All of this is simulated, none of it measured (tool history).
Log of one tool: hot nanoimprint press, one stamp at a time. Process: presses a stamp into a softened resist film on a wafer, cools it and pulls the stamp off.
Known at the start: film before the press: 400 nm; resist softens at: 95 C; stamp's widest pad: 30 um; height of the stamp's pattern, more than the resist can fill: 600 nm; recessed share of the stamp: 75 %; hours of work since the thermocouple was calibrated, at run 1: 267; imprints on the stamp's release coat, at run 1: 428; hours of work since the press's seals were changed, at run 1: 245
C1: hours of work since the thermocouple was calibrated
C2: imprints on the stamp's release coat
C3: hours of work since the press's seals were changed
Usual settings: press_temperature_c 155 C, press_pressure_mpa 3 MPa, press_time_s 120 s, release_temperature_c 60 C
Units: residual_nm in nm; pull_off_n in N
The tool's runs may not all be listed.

Run 1, hour 0: usual settings; C1 267; C2 428; C3 245. Result: residual_nm 183.7 nm, pull_off_n 204 N.
Run 2, hour 21: usual settings; C1 280; C2 496; C3 258. Result: residual_nm 184.3 nm, pull_off_n 203 N.
At hour 37.5: stamp cleaned and given a new release coat.
Run 3, hour 44.7: usual settings; C1 291; C2 23; C3 269. Result: residual_nm 183.6 nm, pull_off_n 201 N.
At hour 71.4: plate thermocouple calibrated.
Run 4, hour 73.1: usual settings; C1 1; C2 106; C3 284. Result: residual_nm 183.6 nm, pull_off_n 203 N.
Run 5, hour 92.6: usual settings; C1 13; C2 169; C3 296. Result: residual_nm 183.2 nm, pull_off_n 202 N.
Run 6, hour 103.5: usual settings but press_time_s 80 s; C1 20; C2 205; C3 303. Result: residual_nm 210 nm, pull_off_n 202 N.
Run 7, hour 124: usual settings but press_time_s 123 s, release_temperature_c 64 C; C1 32; C2 271; C3 315. Result: residual_nm 180.7 nm, pull_off_n 188 N.
Run 8, hour 147.6: usual settings but press_temperature_c 152 C, press_time_s 123 s, release_temperature_c 64 C; C1 46; C2 348; C3 330. Result: residual_nm 206 nm, pull_off_n 191 N.
Run 9, hour 158.8: usual settings but press_pressure_mpa 2.05 MPa, release_temperature_c 59 C; C1 53; C2 385; C3 336. Result: residual_nm 220 nm, pull_off_n 205 N.
Run 10, hour 182.4: usual settings but press_temperature_c 153 C, press_pressure_mpa 2.13 MPa, release_temperature_c 46 C; C1 68; C2 461; C3 351. Result: residual_nm 232.2 nm, pull_off_n 248 N.

Forecast each of these 3 alternatives for the next run:
Run A, hour 201.7: usual settings but press_temperature_c 153 C, press_pressure_mpa 3.19 MPa, press_time_s 76 s, release_temperature_c 50 C; C1 79; C2 524; C3 363. Result: residual_nm ?, pull_off_n ?.
Run B, hour 201.7: usual settings but press_temperature_c 165 C, press_pressure_mpa 4.74 MPa, release_temperature_c 68 C; C1 79; C2 524; C3 363. Result: residual_nm ?, pull_off_n ?.
Run C, hour 201.7: usual settings but press_temperature_c 165 C, press_pressure_mpa 3.59 MPa, release_temperature_c 46 C; C1 79; C2 524; C3 363. Result: residual_nm ?, pull_off_n ?.

run  residual_nm  pull_off_n
  A        223.6         235
  B         95.3         176
  C        111.1         249
Without the tool's hidden state the same runs would have given:
run  residual_nm  pull_off_n
  A        223.6         234
  B         95.3         176
  C        111.1         248

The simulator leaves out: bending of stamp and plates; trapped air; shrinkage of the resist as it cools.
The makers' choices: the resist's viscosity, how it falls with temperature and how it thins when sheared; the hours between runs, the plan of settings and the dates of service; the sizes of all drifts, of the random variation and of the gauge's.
